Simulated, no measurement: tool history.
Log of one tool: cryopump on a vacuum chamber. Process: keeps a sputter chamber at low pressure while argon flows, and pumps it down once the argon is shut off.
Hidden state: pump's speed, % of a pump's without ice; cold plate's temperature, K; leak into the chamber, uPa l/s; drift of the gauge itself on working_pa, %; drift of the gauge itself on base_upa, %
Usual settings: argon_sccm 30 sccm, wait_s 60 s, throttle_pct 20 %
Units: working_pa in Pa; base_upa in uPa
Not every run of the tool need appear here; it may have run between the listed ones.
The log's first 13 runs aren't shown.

| run | hour | argon_sccm | wait_s | throttle_pct | hours of work since the pump was warmed up and emptied | hours of work since the cold head was overhauled | hours of work since the chamber's fittings were tightened | working_pa | base_upa |
|---|---|---|---|---|---|---|---|---|---|
| 14 | 312.7 | 30 | 60 | 26 | 766 | 766 | 265 | 0.1947 | 1.16 |
| 15 | 333.2 | 30 | 41 | 20 | 780 | 780 | 279 | 0.2477 | 1.39 |
| 16 | 361.1 | 17 | 60 | 20 | 800 | 800 | 299 | 0.1398 | 1.23 |
| 17 | 380.6 | 17 | 60 | 20 | 813 | 813 | 312 | 0.1408 | 1.23 |
| 18 | 405.2 | 30 | 146 | 23 | 830 | 830 | 330 | 0.2214 | 0.96 |
| 19 | 437.4 | 30 | 146 | 23 | 853 | 853 | 352 | 0.2188 | 1.01 |
| 20 | 465.8 | 27 | 33 | 29 | 873 | 873 | 372 | 0.1595 | 1.71 |
| 21 | 493.1 | 30 | 146 | 54 | 892 | 892 | 391 | 0.1026 | 1.1 |
| 22 | 511.4 | 30 | 146 | 54 | 905 | 905 | 404 | 0.1029 | 1.09 |
| 23 | 528.6 | 30 | 146 | 54 | 917 | 917 | 416 | 0.1031 | 1.14 |
| 24 | 556.4 | 44 | 213 | 20 | 936 | 936 | 435 | 0.3704 | 1.09 |
| 25 | 584.6 | 12 | 154 | 40 | 956 | 956 | 455 | 0.0536 | 1.15 |
| 26 | 604.1 | 17 | 154 | 40 | 969 | 969 | 469 | 0.0771 | 1.15 |
| 27 | 621.3 | 17 | 154 | 40 | 982 | 982 | 481 | 0.0766 | 1.24 |
|  | 633.2 | pump warmed up, emptied and cooled again |
| 28 | 644.5 | 40 | 47 | 39 | 8 | 994 | 493 | 0.1634 | 1.38 |
| 29 | 677.6 | 40 | 27 | 40 | 31 | 1017 | 516 | 0.1594 | 1.9 |
| 30 | 695.2 | 23 | 60 | 55 | 43 | 1030 | 529 | 0.0675 | 1.33 |
| 31 | 719.5 | 35 | 60 | 51 | 60 | 1047 | 546 | 0.1101 | 1.35 |
| 32 | 740.5 | 25 | 71 | 20 | 75 | 1061 | 560 | 0.1979 | 1.22 |
| 33 | 758.4 | 12 | 120 | 51 | 88 | 1074 | 573 | 0.0375 | 1.12 |
| 34 | 782.9 | 30 | 76 | 20 | 105 | 1091 | 590 | 0.2379 | 1.34 |

Each row is a separate what-if for the run after 34, all from the same tool condition, not one after another. Results?
| A | 808.7 | 19 | 59 | 20 | 123 | 1109 | 608 | ? | ? |
| B | 808.7 | 32 | 60 | 28 | 123 | 1109 | 608 | ? | ? |
| C | 808.7 | 30 | 60 | 48 | 123 | 1109 | 608 | ? | ? |

| run | working_pa | base_upa |
|---|---|---|
| A | 0.1504 | 1.44 |
| B | 0.182 | 1.42 |
| C | 0.1015 | 1.4 |
With the hidden condition removed and each run's random variation left untouched, the same runs would have given:
| run | working_pa | base_upa |
|---|---|---|
| A | 0.1487 | 0.78 |
| B | 0.1791 | 0.77 |
| C | 0.0988 | 0.74 |
